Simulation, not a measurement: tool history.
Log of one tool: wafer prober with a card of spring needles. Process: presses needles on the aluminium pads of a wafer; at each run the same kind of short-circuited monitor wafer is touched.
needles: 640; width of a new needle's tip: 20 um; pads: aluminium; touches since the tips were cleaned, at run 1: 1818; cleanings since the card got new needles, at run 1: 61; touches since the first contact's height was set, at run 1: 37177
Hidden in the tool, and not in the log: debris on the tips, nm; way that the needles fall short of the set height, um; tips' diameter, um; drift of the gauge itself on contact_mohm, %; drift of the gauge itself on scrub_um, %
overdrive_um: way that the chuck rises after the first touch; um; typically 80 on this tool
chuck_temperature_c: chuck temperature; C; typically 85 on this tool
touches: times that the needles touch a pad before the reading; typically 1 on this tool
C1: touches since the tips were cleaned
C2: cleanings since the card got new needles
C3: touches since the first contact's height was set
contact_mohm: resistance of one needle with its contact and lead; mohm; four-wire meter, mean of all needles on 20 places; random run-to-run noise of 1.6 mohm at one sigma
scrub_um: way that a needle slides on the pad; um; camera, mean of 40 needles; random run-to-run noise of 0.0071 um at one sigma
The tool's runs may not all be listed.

{"run": 1, "hour": 0.0, "overdrive_um": 80, "chuck_temperature_c": 85, "touches": 1, "C1": 1818, "C2": 61, "C3": 37177, "contact_mohm": 303, "scrub_um": 11.62}
{"hour": 7.1, "done": "tips cleaned on abrasive film"}
{"hour": 18.8, "done": "tips cleaned on abrasive film"}
{"hour": 28.3, "done": "tips cleaned on abrasive film"}
{"hour": 40.0, "done": "tips cleaned on abrasive film"}
{"hour": 51.7, "done": "tips cleaned on abrasive film"}
{"hour": 56.7, "done": "height of the first contact set anew"}
{"hour": 63.8, "done": "tips cleaned on abrasive film"}
{"hour": 75.5, "done": "tips cleaned on abrasive film"}
{"hour": 85.0, "done": "tips cleaned on abrasive film"}
{"run": 2, "hour": 87.5, "overdrive_um": 80, "chuck_temperature_c": 26, "touches": 1, "C1": 1433, "C2": 69, "C3": 17149, "contact_mohm": 285, "scrub_um": 11.639}
{"hour": 94.6, "done": "tips cleaned on abrasive film"}
{"hour": 106.4, "done": "tips cleaned on abrasive film"}
{"hour": 115.8, "done": "tips cleaned on abrasive film"}
{"hour": 127.5, "done": "tips cleaned on abrasive film"}
{"hour": 136.9, "done": "tips cleaned on abrasive film"}
{"hour": 148.7, "done": "tips cleaned on abrasive film"}
{"run": 3, "hour": 151.6, "overdrive_um": 80, "chuck_temperature_c": 26, "touches": 1, "C1": 1660, "C2": 75, "C3": 52864, "contact_mohm": 285, "scrub_um": 11.577}
{"hour": 158.7, "done": "tips cleaned on abrasive film"}
{"hour": 168.1, "done": "tips cleaned on abrasive film"}
{"hour": 177.6, "done": "tips cleaned on abrasive film"}
{"hour": 180.2, "done": "height of the first contact set anew"}
{"hour": 189.6, "done": "tips cleaned on abrasive film"}
{"hour": 201.4, "done": "tips cleaned on abrasive film"}
{"hour": 213.1, "done": "tips cleaned on abrasive film"}
{"hour": 222.5, "done": "tips cleaned on abrasive film"}
{"run": 4, "hour": 225.9, "overdrive_um": 80, "chuck_temperature_c": 111, "touches": 1, "C1": 1915, "C2": 82, "C3": 25489, "contact_mohm": 308, "scrub_um": 11.637}
{"hour": 233.0, "done": "tips cleaned on abrasive film"}
{"hour": 242.4, "done": "tips cleaned on abrasive film"}
{"hour": 254.2, "done": "tips cleaned on abrasive film"}
{"hour": 265.9, "done": "tips cleaned on abrasive film"}
{"hour": 277.7, "done": "tips cleaned on abrasive film"}
{"hour": 289.4, "done": "tips cleaned on abrasive film"}
{"run": 5, "hour": 298.4, "overdrive_um": 80, "chuck_temperature_c": 111, "touches": 1, "C1": 5043, "C2": 88, "C3": 65892, "contact_mohm": 317, "scrub_um": 11.563}
{"hour": 300.8, "done": "tips cleaned on abrasive film"}
{"hour": 303.5, "done": "height of the first contact set anew"}
{"hour": 310.5, "done": "tips cleaned on abrasive film"}
{"hour": 320.0, "done": "tips cleaned on abrasive film"}
{"hour": 331.7, "done": "tips cleaned on abrasive film"}
{"hour": 343.5, "done": "tips cleaned on abrasive film"}
{"hour": 352.9, "done": "tips cleaned on abrasive film"}
{"hour": 364.6, "done": "tips cleaned on abrasive film"}
{"hour": 374.0, "done": "tips cleaned on abrasive film"}
{"hour": 385.8, "done": "tips cleaned on abrasive film"}
{"run": 6, "hour": 390.2, "overdrive_um": 80, "chuck_temperature_c": 85, "touches": 2, "C1": 2477, "C2": 97, "C3": 48313, "contact_mohm": 301, "scrub_um": 11.59}
{"hour": 397.3, "done": "tips cleaned on abrasive film"}
{"hour": 406.7, "done": "tips cleaned on abrasive film"}
{"hour": 418.5, "done": "tips cleaned on abrasive film"}
{"hour": 427.9, "done": "tips cleaned on abrasive film"}
{"hour": 428.2, "done": "height of the first contact set anew"}
{"hour": 439.9, "done": "tips cleaned on abrasive film"}
{"hour": 451.7, "done": "tips cleaned on abrasive film"}
{"hour": 463.4, "done": "tips cleaned on abrasive film"}
{"hour": 475.2, "done": "tips cleaned on abrasive film"}
{"run": 7, "hour": 480.1, "overdrive_um": 80, "chuck_temperature_c": 85, "touches": 1, "C1": 2751, "C2": 105, "C3": 28943, "contact_mohm": 309, "scrub_um": 11.641}
{"hour": 484.8, "done": "tips cleaned on abrasive film"}
{"hour": 496.6, "done": "tips cleaned on abrasive film"}
{"hour": 506.0, "done": "tips cleaned on abrasive film"}
{"hour": 517.7, "done": "tips cleaned on abrasive film"}
{"hour": 527.2, "done": "tips cleaned on abrasive film"}
{"run": 8, "hour": 532.0, "overdrive_um": 80, "chuck_temperature_c": 85, "touches": 1, "C1": 2736, "C2": 110, "C3": 57877, "contact_mohm": 308, "scrub_um": 11.597}
{"hour": 536.8, "done": "tips cleaned on abrasive film"}
{"hour": 548.5, "done": "tips cleaned on abrasive film"}
{"hour": 551.1, "done": "height of the first contact set anew"}
{"hour": 558.2, "done": "tips cleaned on abrasive film"}
{"hour": 567.7, "done": "tips cleaned on abrasive film"}
{"hour": 579.4, "done": "tips cleaned on abrasive film"}
{"hour": 588.8, "done": "tips cleaned on abrasive film"}
{"run": 9, "hour": 594.5, "overdrive_um": 72, "chuck_temperature_c": 85, "touches": 1, "C1": 3168, "C2": 116, "C3": 24122, "contact_mohm": 313, "scrub_um": 10.467}
{"hour": 599.2, "done": "tips cleaned on abrasive film"}
{"hour": 608.6, "done": "tips cleaned on abrasive film"}
{"hour": 618.1, "done": "tips cleaned on abrasive film"}
{"hour": 629.8, "done": "tips cleaned on abrasive film"}
{"hour": 639.2, "done": "tips cleaned on abrasive film"}
{"hour": 651.0, "done": "tips cleaned on abrasive film"}
{"hour": 660.4, "done": "tips cleaned on abrasive film"}
{"hour": 672.1, "done": "tips cleaned on abrasive film"}
{"hour": 674.8, "done": "height of the first contact set anew"}
{"hour": 681.8, "done": "tips cleaned on abrasive film"}
{"hour": 691.3, "done": "tips cleaned on abrasive film"}
{"run": 10, "hour": 691.6, "overdrive_um": 72, "chuck_temperature_c": 85, "touches": 1, "C1": 186, "C2": 126, "C3": 9354, "contact_mohm": 298, "scrub_um": 10.498}
{"hour": 701.0, "done": "tips cleaned on abrasive film"}
{"hour": 710.4, "done": "tips cleaned on abrasive film"}
{"hour": 722.2, "done": "tips cleaned on abrasive film"}
{"hour": 731.6, "done": "tips cleaned on abrasive film"}
{"hour": 743.4, "done": "tips cleaned on abrasive film"}
{"hour": 752.8, "done": "tips cleaned on abrasive film"}
{"hour": 762.2, "done": "tips cleaned on abrasive film"}
{"run": 11, "hour": 765.1, "overdrive_um": 80, "chuck_temperature_c": 85, "touches": 1, "C1": 1640, "C2": 133, "C3": 50286, "contact_mohm": 303, "scrub_um": 11.574}
{"hour": 772.2, "done": "tips cleaned on abrasive film"}
{"hour": 783.9, "done": "tips cleaned on abrasive film"}
{"hour": 795.7, "done": "tips cleaned on abrasive film"}
{"hour": 798.3, "done": "height of the first contact set anew"}
{"hour": 807.7, "done": "tips cleaned on abrasive film"}
{"hour": 817.5, "done": "tips cleaned on abrasive film"}
{"run": 12, "hour": 817.5, "overdrive_um": 80, "chuck_temperature_c": 85, "touches": 1, "C1": 0, "C2": 138, "C3": 10669, "contact_mohm": 295, "scrub_um": 11.654}
{"hour": 829.2, "done": "tips cleaned on abrasive film"}
{"hour": 841.0, "done": "tips cleaned on abrasive film"}
{"hour": 850.4, "done": "tips cleaned on abrasive film"}
{"hour": 859.8, "done": "tips cleaned on abrasive film"}
{"hour": 871.6, "done": "tips cleaned on abrasive film"}
{"hour": 883.3, "done": "tips cleaned on abrasive film"}
{"hour": 895.1, "done": "tips cleaned on abrasive film"}
{"hour": 904.5, "done": "tips cleaned on abrasive film"}
{"run": 13, "hour": 911.5, "overdrive_um": 80, "chuck_temperature_c": 85, "touches": 2, "C1": 3933, "C2": 146, "C3": 63056, "contact_mohm": 302, "scrub_um": 11.552}
{"hour": 915.9, "done": "tips cleaned on abrasive film"}
{"hour": 923.2, "done": "height of the first contact set anew"}
{"hour": 927.9, "done": "tips cleaned on abrasive film"}
{"hour": 937.4, "done": "tips cleaned on abrasive film"}
{"hour": 949.1, "done": "tips cleaned on abrasive film"}
{"run": 14, "hour": 955.8, "overdrive_um": 80, "chuck_temperature_c": 85, "touches": 2, "C1": 3777, "C2": 150, "C3": 18182, "contact_mohm": 306, "scrub_um": 11.651}
{"hour": 960.6, "done": "tips cleaned on abrasive film"}
{"hour": 972.3, "done": "tips cleaned on abrasive film"}
{"hour": 981.8, "done": "tips cleaned on abrasive film"}
{"hour": 991.2, "done": "tips cleaned on abrasive film"}
{"hour": 1002.9, "done": "tips cleaned on abrasive film"}
{"hour": 1012.3, "done": "tips cleaned on abrasive film"}
{"run": 15, "hour": 1019.0, "overdrive_um": 80, "chuck_temperature_c": 114, "touches": 1, "C1": 3719, "C2": 156, "C3": 53332, "contact_mohm": 321, "scrub_um": 11.589}
{"hour": 1023.7, "done": "tips cleaned on abrasive film"}
{"hour": 1033.1, "done": "tips cleaned on abrasive film"}
{"hour": 1044.9, "done": "tips cleaned on abrasive film"}
{"hour": 1047.5, "done": "height of the first contact set anew"}
{"hour": 1056.9, "done": "tips cleaned on abrasive film"}
{"hour": 1068.7, "done": "tips cleaned on abrasive film"}
{"hour": 1078.1, "done": "tips cleaned on abrasive film"}
{"run": 16, "hour": 1081.7, "overdrive_um": 83, "chuck_temperature_c": 98, "touches": 1, "C1": 2036, "C2": 162, "C3": 19061, "contact_mohm": 309, "scrub_um": 12.067}
{"hour": 1088.8, "done": "tips cleaned on abrasive film"}
{"hour": 1100.5, "done": "tips cleaned on abrasive film"}
{"hour": 1112.3, "done": "tips cleaned on abrasive film"}
{"hour": 1123.4, "done": "tips cleaned on abrasive film"}
{"run": 17, "hour": 1123.4, "overdrive_um": 83, "chuck_temperature_c": 43, "touches": 1, "C1": 0, "C2": 166, "C3": 42285, "contact_mohm": 281, "scrub_um": 12.031}
{"hour": 1135.2, "done": "tips cleaned on abrasive film"}
{"hour": 1146.9, "done": "tips cleaned on abrasive film"}
{"hour": 1158.7, "done": "tips cleaned on abrasive film"}
{"hour": 1168.1, "done": "tips cleaned on abrasive film"}
{"hour": 1170.7, "done": "height of the first contact set anew"}
{"hour": 1177.8, "done": "tips cleaned on abrasive film"}
{"hour": 1189.5, "done": "tips cleaned on abrasive film"}
{"hour": 1199.0, "done": "tips cleaned on abrasive film"}
{"run": 18, "hour": 1199.6, "overdrive_um": 80, "chuck_temperature_c": 62, "touches": 1, "C1": 359, "C2": 173, "C3": 16074, "contact_mohm": 290, "scrub_um": 11.647}
{"hour": 1209.0, "done": "tips cleaned on abrasive film"}
{"hour": 1218.4, "done": "tips cleaned on abrasive film"}
{"hour": 1230.2, "done": "tips cleaned on abrasive film"}
{"hour": 1241.9, "done": "tips cleaned on abrasive film"}
{"hour": 1253.7, "done": "tips cleaned on abrasive film"}
{"run": 19, "hour": 1262.4, "overdrive_um": 68, "chuck_temperature_c": 62, "touches": 2, "C1": 4901, "C2": 178, "C3": 51097, "contact_mohm": 308, "scrub_um": 9.843}
{"hour": 1264.8, "done": "tips cleaned on abrasive film"}
{"hour": 1274.2, "done": "tips cleaned on abrasive film"}
{"hour": 1286.0, "done": "tips cleaned on abrasive film"}
{"hour": 1295.6, "done": "height of the first contact set anew"}
{"hour": 1298.0, "done": "tips cleaned on abrasive film"}
{"hour": 1307.5, "done": "tips cleaned on abrasive film"}
{"hour": 1318.9, "done": "tips cleaned on abrasive film"}
{"run": 20, "hour": 1318.9, "overdrive_um": 68, "chuck_temperature_c": 87, "touches": 1, "C1": 0, "C2": 184, "C3": 12912, "contact_mohm": 297, "scrub_um": 9.891}

What will run 21 give?
{"hour": 1330.6, "done": "tips cleaned on abrasive film"}
{"hour": 1342.4, "done": "tips cleaned on abrasive film"}
{"hour": 1354.1, "done": "tips cleaned on abrasive film"}
{"hour": 1365.9, "done": "tips cleaned on abrasive film"}
{"hour": 1377.6, "done": "tips cleaned on abrasive film"}
{"hour": 1387.0, "done": "tips cleaned on abrasive film"}
{"hour": 1398.8, "done": "tips cleaned on abrasive film"}
{"run": 21, "hour": 1404.7, "overdrive_um": 68, "chuck_temperature_c": 87, "touches": 1, "C1": 3322, "C2": 191, "C3": 60760, "contact_mohm": "?", "scrub_um": "?"}

Run 21 came out at contact_mohm 324 mohm, scrub_um 9.814 um.
On a tool with no hidden condition, and with the same random variation, this run would have come out at contact_mohm 291 mohm, scrub_um 9.936 um.

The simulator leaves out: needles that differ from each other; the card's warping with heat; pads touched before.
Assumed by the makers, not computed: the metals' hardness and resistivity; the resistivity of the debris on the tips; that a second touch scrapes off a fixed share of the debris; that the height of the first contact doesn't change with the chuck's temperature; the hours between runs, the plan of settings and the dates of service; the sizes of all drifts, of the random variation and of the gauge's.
